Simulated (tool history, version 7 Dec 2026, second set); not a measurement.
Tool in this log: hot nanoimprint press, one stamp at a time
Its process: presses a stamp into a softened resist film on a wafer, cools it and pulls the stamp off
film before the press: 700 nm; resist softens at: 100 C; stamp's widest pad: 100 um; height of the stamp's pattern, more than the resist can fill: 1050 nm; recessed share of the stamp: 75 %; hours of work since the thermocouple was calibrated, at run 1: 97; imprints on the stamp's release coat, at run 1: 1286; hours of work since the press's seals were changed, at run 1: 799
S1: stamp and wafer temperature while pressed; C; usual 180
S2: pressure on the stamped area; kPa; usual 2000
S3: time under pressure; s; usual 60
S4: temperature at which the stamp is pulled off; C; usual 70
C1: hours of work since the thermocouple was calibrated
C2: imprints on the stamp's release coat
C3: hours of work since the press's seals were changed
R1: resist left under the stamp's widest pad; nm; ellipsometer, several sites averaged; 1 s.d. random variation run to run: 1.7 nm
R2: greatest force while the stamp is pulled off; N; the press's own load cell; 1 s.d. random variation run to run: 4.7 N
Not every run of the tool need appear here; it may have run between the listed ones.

run 1 hour=0.0 | S1=180 S2=2000 S3=60 S4=70 | C1=97 C2=1286 C3=799 | R1=272.6 R2=236
-- hour=65.6 stamp cleaned and given a new release coat
run 2 hour=71.4 | S1=180 S2=3140 S3=60 S4=70 | C1=147 C2=28 C3=849 | R1=210.9 R2=236
run 3 hour=108.7 | S1=180 S2=3140 S3=60 S4=70 | C1=176 C2=213 C3=878 | R1=209.7 R2=237
run 4 hour=157.3 | S1=180 S2=3140 S3=60 S4=70 | C1=213 C2=453 C3=916 | R1=208.4 R2=240
run 5 hour=200.6 | S1=182 S2=2000 S3=60 S4=70 | C1=247 C2=667 C3=949 | R1=254.1 R2=228
-- hour=221.2 press's hydraulic seals changed and the load cell set to zero
run 6 hour=242.0 | S1=182 S2=2000 S3=60 S4=70 | C1=272 C2=832 C3=16 | R1=251.3 R2=234
run 7 hour=306.2 | S1=182 S2=2000 S3=60 S4=70 | C1=322 C2=1150 C3=65 | R1=252.9 R2=237
run 8 hour=337.0 | S1=174 S2=2000 S3=89 S4=69 | C1=345 C2=1302 C3=89 | R1=297.1 R2=242
run 9 hour=389.8 | S1=180 S2=2000 S3=41 S4=70 | C1=386 C2=1563 C3=130 | R1=312.2 R2=231
-- hour=399.2 stamp cleaned and given a new release coat
run 10 hour=438.2 | S1=175 S2=2000 S3=60 S4=56 | C1=418 C2=192 C3=162 | R1=328.1 R2=307
run 11 hour=503.1 | S1=175 S2=2000 S3=60 S4=56 | C1=468 C2=514 C3=212 | R1=326.4 R2=312
-- hour=532.5 plate thermocouple calibrated
run 12 hour=546.2 | S1=190 S2=1620 S3=54 S4=63 | C1=11 C2=712 C3=243 | R1=221.0 R2=277
run 13 hour=577.7 | S1=174 S2=3050 S3=39 S4=77 | C1=35 C2=868 C3=267 | R1=315.4 R2=197
run 14 hour=622.6 | S1=174 S2=3050 S3=39 S4=77 | C1=69 C2=1090 C3=302 | R1=310.8 R2=190

Consider 5 possible next runs. They are alternatives, not a sequence: every one starts from the tool as it was left by run 14. What does each give?
run A hour=661.4 | S1=180 S2=2000 S3=107 S4=70 | C1=99 C2=1281 C3=331 | R1=? R2=?
run B hour=661.4 | S1=174 S2=2000 S3=39 S4=77 | C1=99 C2=1281 C3=331 | R1=? R2=?
run C hour=661.4 | S1=180 S2=1700 S3=60 S4=62 | C1=99 C2=1281 C3=331 | R1=? R2=?
run D hour=661.4 | S1=173 S2=3050 S3=34 S4=72 | C1=99 C2=1281 C3=331 | R1=? R2=?
run E hour=661.4 | S1=178 S2=2000 S3=45 S4=68 | C1=99 C2=1281 C3=331 | R1=? R2=?

run=A R1=222.6 R2=235
run=B R1=384.6 R2=185
run=C R1=298.2 R2=284
run=D R1=338.0 R2=216
run=E R1=324.1 R2=234
Without the tool's hidden state the same runs would have given:
run=A R1=222.4 R2=234
run=B R1=384.3 R2=184
run=C R1=298.0 R2=283
run=D R1=337.7 R2=215
run=E R1=323.9 R2=233

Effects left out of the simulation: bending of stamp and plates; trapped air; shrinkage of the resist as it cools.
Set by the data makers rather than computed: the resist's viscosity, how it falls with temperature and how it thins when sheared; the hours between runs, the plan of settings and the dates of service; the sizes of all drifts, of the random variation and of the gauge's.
